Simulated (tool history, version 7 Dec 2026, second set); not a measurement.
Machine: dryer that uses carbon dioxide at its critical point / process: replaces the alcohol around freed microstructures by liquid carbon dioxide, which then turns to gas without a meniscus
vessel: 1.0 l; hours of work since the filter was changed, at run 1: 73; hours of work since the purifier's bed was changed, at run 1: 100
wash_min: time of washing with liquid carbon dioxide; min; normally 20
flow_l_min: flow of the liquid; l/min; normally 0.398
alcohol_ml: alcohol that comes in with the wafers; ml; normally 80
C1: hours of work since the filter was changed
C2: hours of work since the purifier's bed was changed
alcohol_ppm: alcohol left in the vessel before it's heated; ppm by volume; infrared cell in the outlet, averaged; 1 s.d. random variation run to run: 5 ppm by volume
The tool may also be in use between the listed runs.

Run 1, hour 0.0: usual settings; C1 73; C2 100. Result: alcohol_ppm 83 ppm by volume.
Run 2, hour 8.1: usual settings but wash_min 28 min; C1 78; C2 105. Result: alcohol_ppm 37 ppm by volume.
Run 3, hour 16.9: usual settings but alcohol_ml 84 ml; C1 83; C2 110. Result: alcohol_ppm 98 ppm by volume.
Run 4, hour 29.6: usual settings; C1 92; C2 118. Result: alcohol_ppm 89 ppm by volume.
Run 5, hour 41.5: usual settings; C1 99; C2 126. Result: alcohol_ppm 99 ppm by volume.
Run 6, hour 53.6: usual settings but flow_l_min 0.677 l/min; C1 107; C2 134. Result: alcohol_ppm 51 ppm by volume.
Run 7, hour 68.4: usual settings but flow_l_min 0.677 l/min; C1 116; C2 143. Result: alcohol_ppm 50 ppm by volume.
Run 8, hour 74.8: usual settings but flow_l_min 0.677 l/min; C1 120; C2 147. Result: alcohol_ppm 57 ppm by volume.
Run 9, hour 84.5: usual settings but flow_l_min 0.677 l/min; C1 126; C2 153. Result: alcohol_ppm 56 ppm by volume.
Run 10, hour 95.4: usual settings but flow_l_min 0.677 l/min; C1 133; C2 160. Result: alcohol_ppm 68 ppm by volume.
Run 11, hour 109.1: usual settings but alcohol_ml 46 ml; C1 142; C2 169. Result: alcohol_ppm 97 ppm by volume.
Run 12, hour 122.2: usual settings; C1 150; C2 177. Result: alcohol_ppm 122 ppm by volume.
Run 13, hour 136.5: usual settings; C1 159; C2 186. Result: alcohol_ppm 124 ppm by volume.
Run 14, hour 143.9: usual settings; C1 164; C2 191. Result: alcohol_ppm 138 ppm by volume.
Run 15, hour 155.7: usual settings but flow_l_min 0.482 l/min; C1 172; C2 199. Result: alcohol_ppm 77 ppm by volume.
Run 16, hour 166.8: usual settings but flow_l_min 0.482 l/min; C1 179; C2 206. Result: alcohol_ppm 91 ppm by volume.
Run 17, hour 177.1: usual settings; C1 185; C2 212. Result: alcohol_ppm 152 ppm by volume.
Run 18, hour 184.4: usual settings but wash_min 18 min, flow_l_min 0.283 l/min; C1 190; C2 217. Result: alcohol_ppm 1010 ppm by volume.
Run 19, hour 191.0: usual settings but wash_min 23 min, flow_l_min 0.283 l/min; C1 194; C2 221. Result: alcohol_ppm 358 ppm by volume.
Run 20, hour 197.8: usual settings but wash_min 23 min, flow_l_min 0.283 l/min; C1 198; C2 225. Result: alcohol_ppm 348 ppm by volume.
Run 21, hour 206.2: usual settings but wash_min 22 min, flow_l_min 0.273 l/min, alcohol_ml 59 ml; C1 204; C2 231. Result: alcohol_ppm 404 ppm by volume.
Run 22, hour 212.7: usual settings but wash_min 16 min, flow_l_min 0.344 l/min, alcohol_ml 44 ml; C1 208; C2 235. Result: alcohol_ppm 436 ppm by volume.
Run 23, hour 224.8: usual settings but wash_min 16 min, flow_l_min 0.344 l/min, alcohol_ml 44 ml; C1 215; C2 242. Result: alcohol_ppm 444 ppm by volume.
Run 24, hour 237.9: usual settings but wash_min 15 min, flow_l_min 0.387 l/min, alcohol_ml 61 ml; C1 224; C2 251. Result: alcohol_ppm 454 ppm by volume.
Run 25, hour 252.1: usual settings but alcohol_ml 110 ml; C1 233; C2 260. Result: alcohol_ppm 190 ppm by volume.
Run 26, hour 260.8: usual settings but wash_min 23 min, flow_l_min 0.639 l/min, alcohol_ml 110 ml; C1 238; C2 265. Result: alcohol_ppm 98 ppm by volume.
Run 27, hour 271.6: usual settings but wash_min 23 min, flow_l_min 0.495 l/min, alcohol_ml 31 ml; C1 245; C2 272. Result: alcohol_ppm 93 ppm by volume.
Run 28, hour 284.7: usual settings but wash_min 23 min, flow_l_min 0.495 l/min, alcohol_ml 31 ml; C1 254; C2 280. Result: alcohol_ppm 103 ppm by volume.
Run 29, hour 293.9: usual settings but wash_min 15 min, flow_l_min 0.275 l/min, alcohol_ml 87 ml; C1 259; C2 286. Result: alcohol_ppm 2698 ppm by volume.
Run 30, hour 305.8: usual settings but wash_min 17 min, alcohol_ml 25 ml; C1 267; C2 294. Result: alcohol_ppm 176 ppm by volume.

Some steps in alcohol_ppm, run to run, broken into two amounts with sign: the step expected even without the hidden condition (settings, incoming material, random variation), and the rest, left for the hidden condition together with whatever gauge scatter is not in both the measured and the hidden-condition-free result:
The tool's hidden condition here consists of: flow that reaches the vessel past the clogged filter, %; alcohol in the recycled carbon dioxide, ppm; drift of the gauge itself on alcohol_ppm, %.
Run 17 -> 18: wash_min 20 -> 18, flow_l_min 0.398 -> 0.283. alcohol_ppm +858 ppm by volume: hidden state +217, all else +641.
Run 28 -> 29: wash_min 23 -> 15, flow_l_min 0.495 -> 0.275, alcohol_ml 31 -> 87. alcohol_ppm +2595 ppm by volume: hidden state +718, all else +1877.
Run 29 -> 30: wash_min 15 -> 17, flow_l_min 0.275 -> 0.398, alcohol_ml 87 -> 25. alcohol_ppm -2522 ppm by volume: hidden state -686, all else -1836.

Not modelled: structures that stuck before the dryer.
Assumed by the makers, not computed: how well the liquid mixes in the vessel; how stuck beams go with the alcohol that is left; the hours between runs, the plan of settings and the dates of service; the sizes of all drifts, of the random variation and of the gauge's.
